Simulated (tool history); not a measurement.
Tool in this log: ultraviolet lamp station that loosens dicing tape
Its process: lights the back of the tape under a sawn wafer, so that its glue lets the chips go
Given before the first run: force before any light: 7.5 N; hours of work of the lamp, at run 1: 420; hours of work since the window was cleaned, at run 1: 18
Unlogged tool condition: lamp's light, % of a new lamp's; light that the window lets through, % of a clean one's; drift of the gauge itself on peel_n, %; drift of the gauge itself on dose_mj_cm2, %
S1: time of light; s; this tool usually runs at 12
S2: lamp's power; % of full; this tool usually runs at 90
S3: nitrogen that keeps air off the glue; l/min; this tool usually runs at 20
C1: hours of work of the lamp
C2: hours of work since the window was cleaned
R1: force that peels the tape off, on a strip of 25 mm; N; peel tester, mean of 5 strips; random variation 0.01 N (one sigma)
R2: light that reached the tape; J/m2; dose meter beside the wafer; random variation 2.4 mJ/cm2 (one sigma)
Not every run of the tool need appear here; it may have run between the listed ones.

run,hour,S1,S2,S3,C1,C2,R1,R2
1,0,12,90,20,420,18,0.546,2270
2,77.3,12,90,20,457,55,0.574,2240
3,120.7,12,90,20,478,76,0.572,2270
4,166.1,12,90,20,499,97,0.578,2240
5,209.9,7,90,20,520,118,1.623,1280
6,278.3,7,90,20,553,151,1.67,1270
7,320.4,7,90,20,573,171,1.684,1250
8,405,7,90,20,613,211,1.728,1270
9,442.6,7,90,20,631,229,1.659,1230
10,498.8,23,90,20,658,255,0.152,4040
11,557.6,10,90,20,686,284,1.011,1790
12,617.4,10,90,20,714,312,0.984,1720
13,674.3,12,90,34,741,339,0.535,2030
14,753.1,12,90,20,779,377,0.751,2000
15,821,12,90,11,811,409,1.056,1970
16,908.2,12,90,11,853,450,1.066,1950
17,956.9,12,90,11,876,474,1.067,1960
18,1017.1,12,90,11,904,502,1.111,1940
# hour 1053.5: window cleaned of glue's vapour
19,1056.1,12,90,11,923,1,0.902,2080
20,1140.7,12,90,20,963,42,0.678,2090
21,1208.7,12,90,20,995,74,0.703,2050
22,1248.3,12,90,20,1014,93,0.686,2050
23,1288.7,7,90,20,1034,112,1.87,1160
24,1362,7,90,20,1068,147,1.92,1150
25,1440.3,7,90,20,1106,184,1.975,1150
26,1496.4,7,90,20,1132,211,1.852,1130
27,1565.9,7,90,20,1165,244,1.983,1130
28,1641.6,7,90,20,1202,280,2.027,1120
29,1685.5,8,88,24,1222,301,1.561,1260
30,1744.9,8,88,24,1251,329,1.698,1240
31,1810.3,8,88,24,1282,360,1.607,1190
32,1857.1,15,92,32,1304,383,0.386,2350
33,1916.7,6,97,20,1332,411,2.395,980
34,2005.6,13,75,20,1375,453,1.122,1600
35,2087,12,72,20,1414,492,1.434,1370
# hour 2140.5: window cleaned of glue's vapour
36,2145.4,7,90,35,1441,2,1.652,1100
37,2235.2,7,90,35,1484,45,1.701,1060
38,2317.4,7,90,20,1523,84,2.035,1090
39,2356.2,23,95,20,1541,103,0.177,3690
40,2429.6,9,85,27,1576,138,1.45,1290
41,2495.3,17,85,16,1608,169,0.58,2390
42,2579.5,18,77,11,1648,209,0.78,2310
43,2621,13,90,7,1668,229,1.428,1880

Each row is a separate what-if for the run after 43, all from the same tool condition, not one after another. Results?
A,2669.4,8,93,15,1691,252,?,?
B,2669.4,18,84,24,1691,252,?,?
C,2669.4,23,67,9,1691,252,?,?
D,2669.4,6,81,7,1691,252,?,?

run,R1,R2
A,2.006,1160
B,0.426,2450
C,0.768,2450
D,3.784,770
Stripped of hidden state, with their random variation kept, the same runs would have yielded:
run,R1,R2
A,1.163,1680
B,0.191,3500
C,0.341,3510
D,2.825,1100
